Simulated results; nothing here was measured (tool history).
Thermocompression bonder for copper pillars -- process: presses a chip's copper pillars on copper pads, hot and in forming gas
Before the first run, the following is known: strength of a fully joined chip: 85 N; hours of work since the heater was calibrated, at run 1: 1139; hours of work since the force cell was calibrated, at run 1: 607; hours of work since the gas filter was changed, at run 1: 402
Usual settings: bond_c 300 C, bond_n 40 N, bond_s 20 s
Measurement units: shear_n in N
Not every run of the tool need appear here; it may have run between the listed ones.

run	day	bond_c	bond_n	bond_s	hours of work since the heater was calibrated	hours of work since the force cell was calibrated	hours of work since the gas filter was changed	shear_n
1	0.000	300	40	20	1139	607	402	36.5
# day 0.488: forming gas filter changed
2	2.617	300	40	20	1189	656	41	36.6
3	4.479	300	40	20	1224	692	76	36.2
# day 7.525: heater calibrated with a thermocouple chip
4	8.538	300	40	20	19	767	152	36.2
5	10.238	300	40	20	52	800	184	36.0
6	12.267	300	34	20	90	838	223	32.5
7	14.508	300	40	13	133	881	265	30.6
8	18.146	300	40	13	202	950	335	30.6
9	20.142	300	40	47	240	988	373	48.3
# day 22.267: forming gas filter changed
10	22.567	300	40	47	286	1034	6	48.1
11	24.992	300	40	11	332	1080	52	28.8
12	28.938	300	40	11	407	1155	127	28.4
13	32.150	300	40	11	468	1216	188	28.4
14	34.475	300	40	11	513	1261	232	28.2
15	37.992	300	40	20	580	1328	299	35.7
# day 40.246: gauge calibrated
16	41.804	300	40	11	652	1400	372	29.0
17	43.783	300	40	11	690	1438	410	28.8
# day 44.092: forming gas filter changed
18	45.604	300	40	11	724	1472	29	28.7
19	47.429	320	40	20	759	1507	64	42.4
20	50.050	320	40	20	809	1557	113	42.7
21	52.262	325	32	57	851	1599	156	54.4
22	54.221	300	47	59	888	1636	193	56.0
23	57.333	303	40	56	947	1695	252	51.8
24	60.350	303	40	56	1005	1753	310	51.8
25	63.579	295	40	48	1066	1814	371	46.8
# day 64.438: force cell calibrated
# day 65.858: forming gas filter changed
26	67.638	314	25	23	1142	61	34	31.7
27	69.671	300	30	20	1181	99	73	29.9
28	72.708	300	30	21	1238	157	130	30.6
29	74.567	300	30	21	1274	192	166	30.4
# day 74.996: heater calibrated with a thermocouple chip
30	76.596	300	32	50	31	229	203	43.5
31	79.475	300	58	20	85	284	258	44.3
32	81.454	300	58	20	123	322	295	43.9
33	85.446	300	58	20	199	398	371	43.7
# day 87.692: forming gas filter changed
34	88.646	306	42	13	259	458	18	32.6
35	91.446	326	30	19	313	512	71	36.0
36	94.942	326	34	19	379	578	138	38.6
37	98.488	308	40	33	447	646	206	44.6
38	102.550	329	39	44	524	723	283	54.8
39	105.000	300	41	22	571	770	329	36.9
40	106.975	318	50	27	608	807	367	49.9

A few steps of shear_n between consecutive runs. Split each: what settings, incoming material and random variation would produce without the hidden state, and what is left over for the hidden state, along with gauge scatter present in only one of the two compared results (measured, and without hidden state):
Unlogged tool condition in this case: true temperature of the bond over the reading, C; force that reaches the chip, % of what is set; oxide that the forming gas leaves, % of the face; drift of the gauge itself on shear_n, %.
Run 8 -> 9: bond_s 13 -> 47. shear_n +17.7 N: hidden state -0.3, all else +18.0.
Run 10 -> 11: bond_s 47 -> 11. shear_n -19.3 N: hidden state +0.3, all else -19.6.
Run 15 -> 16: bond_s 20 -> 11, gauge calibrated. shear_n -6.7 N: hidden state +0.9, all else -7.6.
Run 37 -> 38: bond_c 308 -> 329, bond_n 40 -> 39, bond_s 33 -> 44. shear_n +10.2 N: hidden state -0.6, all else +10.8.
Run 38 -> 39: bond_c 329 -> 300, bond_n 39 -> 41, bond_s 44 -> 22. shear_n -17.9 N: hidden state +0.7, all else -18.6.

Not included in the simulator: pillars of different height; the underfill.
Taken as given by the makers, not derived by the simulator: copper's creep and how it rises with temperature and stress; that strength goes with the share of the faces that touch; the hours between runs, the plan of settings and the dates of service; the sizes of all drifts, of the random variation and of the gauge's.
